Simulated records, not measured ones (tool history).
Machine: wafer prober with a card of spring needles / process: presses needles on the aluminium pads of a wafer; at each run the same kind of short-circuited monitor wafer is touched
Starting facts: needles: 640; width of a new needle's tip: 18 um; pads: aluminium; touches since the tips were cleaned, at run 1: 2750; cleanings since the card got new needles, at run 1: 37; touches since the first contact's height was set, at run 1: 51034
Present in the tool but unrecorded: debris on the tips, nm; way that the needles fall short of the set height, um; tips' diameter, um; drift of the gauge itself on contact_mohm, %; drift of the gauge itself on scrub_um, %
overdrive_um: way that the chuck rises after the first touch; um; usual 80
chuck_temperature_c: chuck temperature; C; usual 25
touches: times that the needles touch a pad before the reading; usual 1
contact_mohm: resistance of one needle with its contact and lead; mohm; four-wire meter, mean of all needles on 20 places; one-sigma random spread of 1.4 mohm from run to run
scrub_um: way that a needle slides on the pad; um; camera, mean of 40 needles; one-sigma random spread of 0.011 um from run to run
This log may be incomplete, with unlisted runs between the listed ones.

run     day  overdrive_um  chuck_temperature_c  touches  touches since the tips were cleaned  cleanings since the card got new needles  touches since the first contact's height was set  contact_mohm  scrub_um
  1       0            80                   25        1                                 2750                                        37                                             51034           174     13.07
      0.512  -- tips cleaned on abrasive film
      1.288  -- tips cleaned on abrasive film
      2.083  -- tips cleaned on abrasive film
  2   2.254            80                   68        1                                 1611                                        40                                             72205           170        13
      2.842  -- tips cleaned on abrasive film
  3   3.462            80                   68        1                                 5845                                        41                                             83550           212        13
      3.629  -- tips cleaned on abrasive film
      4.471  -- tips cleaned on abrasive film
      5.275  -- tips cleaned on abrasive film
  4   5.383            80                   68        1                                 1031                                        44                                            101576           155     12.94
      6.175  -- tips cleaned on abrasive film
  5     6.4            80                  105        1                                 2115                                        45                                            111127           181     12.92
      7.025  -- tips cleaned on abrasive film
      7.712  -- height of the first contact set anew
      7.867  -- tips cleaned on abrasive film
  6   8.258            80                  105        1                                 3684                                        47                                              5098           196     13.13
      8.679  -- tips cleaned on abrasive film
  7   9.221            80                  105        1                                 5119                                        48                                             14143           204     13.13
      9.521  -- tips cleaned on abrasive film
     10.271  -- tips cleaned on abrasive film
  8  10.271            97                   25        1                                    0                                        50                                             23980           129     15.89
     10.629  -- tips cleaned on abrasive film, once more
     11.475  -- tips cleaned on abrasive film
     12.346  -- tips cleaned on abrasive film
  9  12.442            97                   25        1                                  913                                        53                                             44350           141     15.85
     13.183  -- tips cleaned on abrasive film
     14.029  -- tips cleaned on abrasive film
 10  14.342            97                   25        1                                 2931                                        55                                             62199           166     15.85
     14.771  -- tips cleaned on abrasive film
     15.538  -- tips cleaned on abrasive film
 11  15.538            97                   25        2                                    0                                        57                                             73409           125     15.82
     16.358  -- tips cleaned on abrasive film
     17.133  -- tips cleaned on abrasive film
 12  17.508            97                   25        2                                 3524                                        59                                             91928           149      15.8
     17.975  -- tips cleaned on abrasive film
     18.783  -- tips cleaned on abrasive film
 13  18.783            97                   25        2                                    0                                        61                                            103923           123     15.76
     19.633  -- tips cleaned on abrasive film
     20.479  -- tips cleaned on abrasive film
       20.8  -- height of the first contact set anew
 14  20.854            97                   25        3                                 3449                                        63                                               533           139     15.96
     21.271  -- tips cleaned on abrasive film
     22.167  -- tips cleaned on abrasive film
     22.904  -- tips cleaned on abrasive film
 15  22.904            80                   25        1                                   18                                        66                                             19752           131      13.1
       23.8  -- tips cleaned on abrasive film
 16  24.129            80                   38        1                                 3077                                        67                                             31262           181      13.1
     24.667  -- tips cleaned on abrasive film
     25.462  -- tips cleaned on abrasive film
 17  25.517            80                   38        1                                  522                                        69                                             44297           146     13.04
     26.279  -- tips cleaned on abrasive film
 18  26.817            80                   38        1                                 5072                                        70                                             56545           203     13.06
     27.079  -- tips cleaned on abrasive film
     27.867  -- tips cleaned on abrasive film
      28.75  -- tips cleaned on abrasive film
 19  28.792            76                   96        1                                  404                                        73                                             75049           155     12.37
     29.608  -- tips cleaned on abrasive film
 20  29.917            93                   57        1                                 2882                                        74                                             85617           175     15.15
     30.404  -- tips cleaned on abrasive film
       31.2  -- tips cleaned on abrasive film
 21    31.8            80                   64        1                                 5655                                        76                                            103336           215     12.99
     31.979  -- tips cleaned on abrasive film
     32.771  -- tips cleaned on abrasive film
     33.558  -- tips cleaned on abrasive film
     33.938  -- height of the first contact set anew
 22  34.112            93                  123        2                                 5104                                        79                                              1654           168     15.29
     34.317  -- tips cleaned on abrasive film
     35.154  -- tips cleaned on abrasive film
     35.946  -- tips cleaned on abrasive film
 23   36.15            66                   54        2                                 1936                                        82                                             20764           165     10.81
     36.758  -- tips cleaned on abrasive film
     37.588  -- tips cleaned on abrasive film
 24  38.246            77                   25        3                                 6214                                        84                                             40483           161      12.6
       38.4  -- tips cleaned on abrasive film
     39.217  -- tips cleaned on abrasive film
     40.117  -- tips cleaned on abrasive film
 25  40.121            77                   25        3                                   50                                        87                                             58078           127     12.54
     40.933  -- tips cleaned on abrasive film
     41.762  -- tips cleaned on abrasive film
 26  42.029            60                   80        1                                 2526                                        89                                             76002           218      9.74
     42.508  -- tips cleaned on abrasive film
 27  43.112            60                   80        2                                 5723                                        90                                             86187           217      9.72
     43.342  -- tips cleaned on abrasive film
     44.258  -- tips cleaned on abrasive film
     45.046  -- tips cleaned on abrasive film
 28  45.046            76                   59        2                                    0                                        93                                            104315           138     12.31
     45.838  -- tips cleaned on abrasive film
     46.575  -- tips cleaned on abrasive film
     47.012  -- height of the first contact set anew
 29  47.012            69                   59        3                                 4050                                        95                                                 0           166     11.32

Each row is a separate what-if for the run after 29, all from the same tool condition, not one after another. Results?
     47.396  -- tips cleaned on abrasive film
      48.25  -- tips cleaned on abrasive film
      49.15  -- tips cleaned on abrasive film
  A  49.317            69                   59        1                                 1578                                        98                                             21613             ?         ?
     47.396  -- tips cleaned on abrasive film
      48.25  -- tips cleaned on abrasive film
      49.15  -- tips cleaned on abrasive film
  B  49.317            69                   47        3                                 1578                                        98                                             21613             ?         ?
     47.396  -- tips cleaned on abrasive film
      48.25  -- tips cleaned on abrasive film
      49.15  -- tips cleaned on abrasive film
  C  49.317            62                   66        2                                 1578                                        98                                             21613             ?         ?
     47.396  -- tips cleaned on abrasive film
      48.25  -- tips cleaned on abrasive film
      49.15  -- tips cleaned on abrasive film
  D  49.317            86                   59        3                                 1578                                        98                                             21613             ?         ?

run  contact_mohm  scrub_um
  A           177      11.3
  B           148     11.32
  C           164     10.16
  D           139      14.1
The same runs, with their run-to-run variation unchanged, on a tool lacking any hidden condition would have given:
run  contact_mohm  scrub_um
  A           131     11.34
  B           130     11.35
  C           131     10.19
  D           127     14.14
